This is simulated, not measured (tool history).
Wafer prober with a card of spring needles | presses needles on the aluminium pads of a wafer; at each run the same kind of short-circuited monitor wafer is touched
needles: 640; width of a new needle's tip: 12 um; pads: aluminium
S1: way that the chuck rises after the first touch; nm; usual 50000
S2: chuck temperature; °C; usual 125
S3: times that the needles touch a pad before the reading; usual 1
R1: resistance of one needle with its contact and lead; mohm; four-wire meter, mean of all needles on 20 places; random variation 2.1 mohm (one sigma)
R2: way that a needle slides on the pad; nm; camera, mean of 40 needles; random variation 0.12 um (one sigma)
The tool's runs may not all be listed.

run   hour     S1   S2  S3   R1    R2
  1    0.0  50000  125   1  234  8650
       0.7  -- tips cleaned on abrasive film
       3.2  -- tips cleaned on abrasive film
       5.7  -- tips cleaned on abrasive film
       8.7  -- tips cleaned on abrasive film
      11.2  -- tips cleaned on abrasive film
      13.7  -- tips cleaned on abrasive film
      16.2  -- tips cleaned on abrasive film
      18.7  -- tips cleaned on abrasive film
      21.7  -- tips cleaned on abrasive film
      24.8  -- tips cleaned on abrasive film
      27.3  -- tips cleaned on abrasive film
      29.8  -- tips cleaned on abrasive film
      32.9  -- tips cleaned on abrasive film
      35.9  -- tips cleaned on abrasive film
      39.0  -- tips cleaned on abrasive film
      41.5  -- tips cleaned on abrasive film
      44.6  -- tips cleaned on abrasive film
      47.6  -- tips cleaned on abrasive film
      50.1  -- tips cleaned on abrasive film
      53.2  -- tips cleaned on abrasive film
      55.7  -- tips cleaned on abrasive film
      58.8  -- tips cleaned on abrasive film
      61.2  -- tips cleaned on abrasive film
      64.3  -- tips cleaned on abrasive film
      66.8  -- tips cleaned on abrasive film
      69.9  -- tips cleaned on abrasive film
      73.0  -- tips cleaned on abrasive film
  2   74.8  50000   62   1  222  8700
      75.5  -- tips cleaned on abrasive film
      78.0  -- tips cleaned on abrasive film
      81.0  -- tips cleaned on abrasive film
      84.1  -- tips cleaned on abrasive film
      87.2  -- tips cleaned on abrasive film
      90.3  -- tips cleaned on abrasive film
      92.7  -- tips cleaned on abrasive film
      95.2  -- tips cleaned on abrasive film
      98.3  -- tips cleaned on abrasive film
     101.4  -- tips cleaned on abrasive film
     103.9  -- tips cleaned on abrasive film
     106.9  -- tips cleaned on abrasive film
     109.4  -- tips cleaned on abrasive film
     112.5  -- tips cleaned on abrasive film
     115.0  -- tips cleaned on abrasive film
     118.1  -- tips cleaned on abrasive film
     120.5  -- tips cleaned on abrasive film
     123.4  -- tips cleaned on abrasive film
  3  123.4  50000   62   1  228  8770
     126.5  -- tips cleaned on abrasive film
     129.0  -- tips cleaned on abrasive film
     132.1  -- tips cleaned on abrasive film
     135.1  -- tips cleaned on abrasive film
     137.6  -- tips cleaned on abrasive film
     140.7  -- tips cleaned on abrasive film
     143.2  -- tips cleaned on abrasive film
     146.2  -- tips cleaned on abrasive film
     148.7  -- tips cleaned on abrasive film
     151.2  -- tips cleaned on abrasive film
     153.7  -- tips cleaned on abrasive film
     156.8  -- tips cleaned on abrasive film
     159.8  -- tips cleaned on abrasive film
     162.9  -- tips cleaned on abrasive film
     165.4  -- tips cleaned on abrasive film
     167.9  -- tips cleaned on abrasive film
     171.0  -- tips cleaned on abrasive film
     174.0  -- tips cleaned on abrasive film
     176.5  -- tips cleaned on abrasive film
     179.0  -- tips cleaned on abrasive film
     182.1  -- tips cleaned on abrasive film
     184.6  -- tips cleaned on abrasive film
     187.6  -- tips cleaned on abrasive film
     190.7  -- tips cleaned on abrasive film
     193.2  -- tips cleaned on abrasive film
     196.3  -- tips cleaned on abrasive film
     198.8  -- tips cleaned on abrasive film
  4  200.9  50000   62   1  222  8550
     201.6  -- tips cleaned on abrasive film
     204.1  -- tips cleaned on abrasive film
     206.6  -- tips cleaned on abrasive film
     209.1  -- tips cleaned on abrasive film
     212.1  -- tips cleaned on abrasive film
     215.2  -- tips cleaned on abrasive film
     218.3  -- tips cleaned on abrasive film
     221.4  -- tips cleaned on abrasive film
     224.4  -- tips cleaned on abrasive film
     227.5  -- tips cleaned on abrasive film
     230.0  -- tips cleaned on abrasive film
     232.5  -- tips cleaned on abrasive film
     235.6  -- tips cleaned on abrasive film
     238.6  -- tips cleaned on abrasive film
     241.1  -- tips cleaned on abrasive film
     244.2  -- tips cleaned on abrasive film
     247.3  -- tips cleaned on abrasive film
     249.8  -- tips cleaned on abrasive film
     252.2  -- tips cleaned on abrasive film
     254.7  -- tips cleaned on abrasive film
     257.8  -- tips cleaned on abrasive film
     260.3  -- tips cleaned on abrasive film
     263.4  -- tips cleaned on abrasive film
     266.4  -- tips cleaned on abrasive film
  5  266.9  50000   62   1  225  8730
     269.4  -- tips cleaned on abrasive film
     271.8  -- tips cleaned on abrasive film
     274.9  -- tips cleaned on abrasive film
     277.4  -- tips cleaned on abrasive film
     279.9  -- tips cleaned on abrasive film
     282.4  -- tips cleaned on abrasive film
     285.4  -- tips cleaned on abrasive film
     287.9  -- tips cleaned on abrasive film
     291.0  -- tips cleaned on abrasive film
     294.1  -- tips cleaned on abrasive film
     297.1  -- tips cleaned on abrasive film
     299.6  -- tips cleaned on abrasive film
     302.7  -- tips cleaned on abrasive film
     304.8  -- height of the first contact set anew
     305.5  -- tips cleaned on abrasive film
     308.6  -- tips cleaned on abrasive film
     311.0  -- tips cleaned on abrasive film
     313.5  -- tips cleaned on abrasive film
     316.0  -- tips cleaned on abrasive film
     319.1  -- tips cleaned on abrasive film
  6  320.5  50000   62   1  221  8780
     321.8  -- tips cleaned on abrasive film
     324.3  -- tips cleaned on abrasive film
     327.4  -- tips cleaned on abrasive film
     329.8  -- tips cleaned on abrasive film
     332.3  -- tips cleaned on abrasive film
     334.8  -- tips cleaned on abrasive film
     337.9  -- tips cleaned on abrasive film
     340.4  -- tips cleaned on abrasive film
     343.4  -- tips cleaned on abrasive film
     345.9  -- tips cleaned on abrasive film
     349.0  -- tips cleaned on abrasive film
     352.1  -- tips cleaned on abrasive film
     355.1  -- tips cleaned on abrasive film
     357.6  -- tips cleaned on abrasive film
     360.1  -- tips cleaned on abrasive film
     362.6  -- tips cleaned on abrasive film
     365.7  -- tips cleaned on abrasive film
     368.7  -- tips cleaned on abrasive film
     371.8  -- tips cleaned on abrasive film
     374.3  -- tips cleaned on abrasive film
     376.8  -- tips cleaned on abrasive film
     379.9  -- tips cleaned on abrasive film
     382.9  -- tips cleaned on abrasive film
     386.0  -- tips cleaned on abrasive film
     389.1  -- tips cleaned on abrasive film
  7  390.3  47000   80   3  228  8260
     392.2  -- tips cleaned on abrasive film
     394.6  -- tips cleaned on abrasive film
     397.1  -- tips cleaned on abrasive film
     400.2  -- tips cleaned on abrasive film
     402.7  -- tips cleaned on abrasive film
     405.8  -- tips cleaned on abrasive film
     408.2  -- tips cleaned on abrasive film
     411.3  -- tips cleaned on abrasive film
     414.4  -- tips cleaned on abrasive film
     417.5  -- tips cleaned on abrasive film
     419.9  -- tips cleaned on abrasive film
     423.0  -- tips cleaned on abrasive film
     426.1  -- tips cleaned on abrasive film
     429.2  -- tips cleaned on abrasive film
     432.3  -- tips cleaned on abrasive film
     435.3  -- tips cleaned on abrasive film
     438.4  -- tips cleaned on abrasive film
  8  440.0  47000   80   3  230  8210
     441.3  -- tips cleaned on abrasive film
     444.4  -- tips cleaned on abrasive film
     447.4  -- tips cleaned on abrasive film
     449.9  -- tips cleaned on abrasive film
     453.0  -- tips cleaned on abrasive film
     456.1  -- tips cleaned on abrasive film
     458.6  -- tips cleaned on abrasive film
     461.6  -- tips cleaned on abrasive film
     464.1  -- tips cleaned on abrasive film
     466.6  -- tips cleaned on abrasive film
     469.7  -- tips cleaned on abrasive film
     472.2  -- tips cleaned on abrasive film
     475.2  -- tips cleaned on abrasive film
  9  477.0  47000   80   3  227  8150
     478.2  -- tips cleaned on abrasive film
     480.7  -- tips cleaned on abrasive film
     483.8  -- tips cleaned on abrasive film
     486.3  -- tips cleaned on abrasive film
     489.4  -- tips cleaned on abrasive film
     492.4  -- tips cleaned on abrasive film
     494.9  -- tips cleaned on abrasive film
     498.0  -- tips cleaned on abrasive film
     500.5  -- tips cleaned on abrasive film
     503.0  -- tips cleaned on abrasive film
     506.0  -- tips cleaned on abrasive film
     508.5  -- tips cleaned on abrasive film
     511.6  -- tips cleaned on abrasive film
     514.7  -- tips cleaned on abrasive film
     517.8  -- tips cleaned on abrasive film
     520.8  -- tips cleaned on abrasive film
     523.9  -- tips cleaned on abrasive film
     527.0  -- tips cleaned on abrasive film
     530.1  -- tips cleaned on abrasive film
     533.1  -- tips cleaned on abrasive film
     535.6  -- tips cleaned on abrasive film
     538.7  -- tips cleaned on abrasive film
     541.8  -- tips cleaned on abrasive film
 10  541.8  47000   80   3  228  8040
     544.2  -- tips cleaned on abrasive film
     547.3  -- tips cleaned on abrasive film
     550.4  -- tips cleaned on abrasive film
     553.5  -- tips cleaned on abrasive film
     556.6  -- tips cleaned on abrasive film
     559.0  -- tips cleaned on abrasive film
     562.1  -- tips cleaned on abrasive film
     564.6  -- tips cleaned on abrasive film
     567.7  -- tips cleaned on abrasive film
     570.2  -- tips cleaned on abrasive film
     573.2  -- tips cleaned on abrasive film
     575.7  -- tips cleaned on abrasive film
     578.8  -- tips cleaned on abrasive film
     581.9  -- tips cleaned on abrasive film
     584.9  -- tips cleaned on abrasive film
     588.0  -- tips cleaned on abrasive film
     590.5  -- tips cleaned on abrasive film
     593.6  -- tips cleaned on abrasive film
     596.1  -- tips cleaned on abrasive film
     598.5  -- tips cleaned on abrasive film
     601.0  -- tips cleaned on abrasive film
     603.5  -- tips cleaned on abrasive film
     606.6  -- tips cleaned on abrasive film
     609.7  -- tips cleaned on abrasive film
     611.7  -- height of the first contact set anew
     612.4  -- tips cleaned on abrasive film
 11  614.8  47000   80   3  230  8190
     615.5  -- tips cleaned on abrasive film
     618.0  -- tips cleaned on abrasive film
     621.1  -- tips cleaned on abrasive film
     623.6  -- tips cleaned on abrasive film
     626.0  -- tips cleaned on abrasive film
     628.5  -- tips cleaned on abrasive film
     631.6  -- tips cleaned on abrasive film
     634.7  -- tips cleaned on abrasive film
     637.7  -- tips cleaned on abrasive film
     640.8  -- tips cleaned on abrasive film
     643.9  -- tips cleaned on abrasive film
     647.0  -- tips cleaned on abrasive film
     650.1  -- tips cleaned on abrasive film
     653.1  -- tips cleaned on abrasive film
     655.6  -- tips cleaned on abrasive film
     658.7  -- tips cleaned on abrasive film
     661.2  -- tips cleaned on abrasive film
     664.3  -- tips cleaned on abrasive film
     666.7  -- tips cleaned on abrasive film
     669.8  -- tips cleaned on abrasive film
     672.3  -- tips cleaned on abrasive film
     674.8  -- tips cleaned on abrasive film
     677.8  -- tips cleaned on abrasive film
     680.3  -- tips cleaned on abrasive film
     682.8  -- tips cleaned on abrasive film
     685.9  -- tips cleaned on abrasive film
     688.4  -- tips cleaned on abrasive film
 12  690.4  47000   80   3  230  8310

Forecast each of these 3 alternatives for the next run:
     691.1  -- tips cleaned on abrasive film
     694.2  -- tips cleaned on abrasive film
     697.3  -- tips cleaned on abrasive film
     700.3  -- tips cleaned on abrasive film
     703.4  -- tips cleaned on abrasive film
     706.5  -- tips cleaned on abrasive film
     709.6  -- tips cleaned on abrasive film
     712.6  -- tips cleaned on abrasive film
     715.1  -- tips cleaned on abrasive film
     718.2  -- tips cleaned on abrasive film
     721.3  -- tips cleaned on abrasive film
     723.8  -- tips cleaned on abrasive film
     726.8  -- tips cleaned on abrasive film
     729.3  -- tips cleaned on abrasive film
     732.4  -- tips cleaned on abrasive film
     744.4  -- card fitted with new needles
  A  745.4  50000  28   1   ?   ?
     691.1  -- tips cleaned on abrasive film
     694.2  -- tips cleaned on abrasive film
     697.3  -- tips cleaned on abrasive film
     700.3  -- tips cleaned on abrasive film
     703.4  -- tips cleaned on abrasive film
     706.5  -- tips cleaned on abrasive film
     709.6  -- tips cleaned on abrasive film
     712.6  -- tips cleaned on abrasive film
     715.1  -- tips cleaned on abrasive film
     718.2  -- tips cleaned on abrasive film
     721.3  -- tips cleaned on abrasive film
     723.8  -- tips cleaned on abrasive film
     726.8  -- tips cleaned on abrasive film
     729.3  -- tips cleaned on abrasive film
     732.4  -- tips cleaned on abrasive film
     744.4  -- card fitted with new needles
  B  745.4  53000  25   2   ?   ?
     691.1  -- tips cleaned on abrasive film
     694.2  -- tips cleaned on abrasive film
     697.3  -- tips cleaned on abrasive film
     700.3  -- tips cleaned on abrasive film
     703.4  -- tips cleaned on abrasive film
     706.5  -- tips cleaned on abrasive film
     709.6  -- tips cleaned on abrasive film
     712.6  -- tips cleaned on abrasive film
     715.1  -- tips cleaned on abrasive film
     718.2  -- tips cleaned on abrasive film
     721.3  -- tips cleaned on abrasive film
     723.8  -- tips cleaned on abrasive film
     726.8  -- tips cleaned on abrasive film
     729.3  -- tips cleaned on abrasive film
     732.4  -- tips cleaned on abrasive film
     744.4  -- card fitted with new needles
  C  745.4  50000  89   1   ?   ?

run   R1    R2
  A  214  8770
  B  214  9180
  C  230  8900
Without the tool's hidden state the same runs would have given:
run   R1    R2
  A  214  8770
  B  214  9180
  C  230  8900

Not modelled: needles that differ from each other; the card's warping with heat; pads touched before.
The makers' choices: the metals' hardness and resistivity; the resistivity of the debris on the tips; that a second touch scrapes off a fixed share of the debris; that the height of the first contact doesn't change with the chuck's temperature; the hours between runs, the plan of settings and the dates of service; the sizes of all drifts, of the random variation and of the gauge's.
